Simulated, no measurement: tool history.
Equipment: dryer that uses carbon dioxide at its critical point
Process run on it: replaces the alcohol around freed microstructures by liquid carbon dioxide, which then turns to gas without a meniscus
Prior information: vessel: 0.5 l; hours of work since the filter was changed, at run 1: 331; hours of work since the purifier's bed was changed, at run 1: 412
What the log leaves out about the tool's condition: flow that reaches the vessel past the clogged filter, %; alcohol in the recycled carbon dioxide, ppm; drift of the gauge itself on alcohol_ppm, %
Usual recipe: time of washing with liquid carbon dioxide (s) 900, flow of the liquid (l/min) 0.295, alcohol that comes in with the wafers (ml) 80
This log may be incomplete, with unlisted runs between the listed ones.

run,hour,time of washing with liquid carbon dioxide (s),flow of the liquid (l/min),alcohol that comes in with the wafers (ml),hours of work since the filter was changed,hours of work since the purifier's bed was changed,alcohol left in the vessel before it's heated (ppm by volume)
1,0.0,900,0.295,80,331,412,159
2,10.9,900,0.295,80,338,419,165
3,17.9,900,0.295,80,342,423,149
4,30.6,900,0.414,80,351,432,66
5,44.1,900,0.414,80,360,440,66
6,54.6,900,0.414,80,366,447,66
7,61.7,900,0.414,80,371,452,68
8,70.7,900,0.414,80,377,458,72
9,81.5,900,0.414,80,384,465,66
10,92.6,900,0.454,80,391,472,78
11,99.6,900,0.295,80,396,477,168
12,110.8,900,0.368,80,403,484,93
13,124.3,900,0.196,80,412,493,1289
14,133.6,900,0.222,46,418,499,454
15,142.2,720,0.222,46,424,505,1192
16,153.9,780,0.295,21,431,512,154
17,167.3,780,0.412,47,440,521,91
18,177.8,1200,0.437,31,447,528,77
19,190.6,1200,0.437,31,455,536,67
20,197.7,1080,0.205,66,460,541,388
21,210.8,1320,0.182,21,469,549,128
22,222.0,1320,0.182,21,476,557,127
# hour 226.8: inlet filter changed
23,235.7,720,0.244,21,6,565,291
24,245.6,900,0.295,33,12,572,94

Run by run, hidden condition taken away, random variation retained:
run,alcohol left in the vessel before it's heated (ppm by volume)
1,67
2,70
3,53
4,5
5,6
6,6
7,6
8,9
9,3
10,15
11,57
12,19
13,805
14,242
15,761
16,55
17,14
18,9
19,0
20,181
21,28
22,30
23,214
24,20

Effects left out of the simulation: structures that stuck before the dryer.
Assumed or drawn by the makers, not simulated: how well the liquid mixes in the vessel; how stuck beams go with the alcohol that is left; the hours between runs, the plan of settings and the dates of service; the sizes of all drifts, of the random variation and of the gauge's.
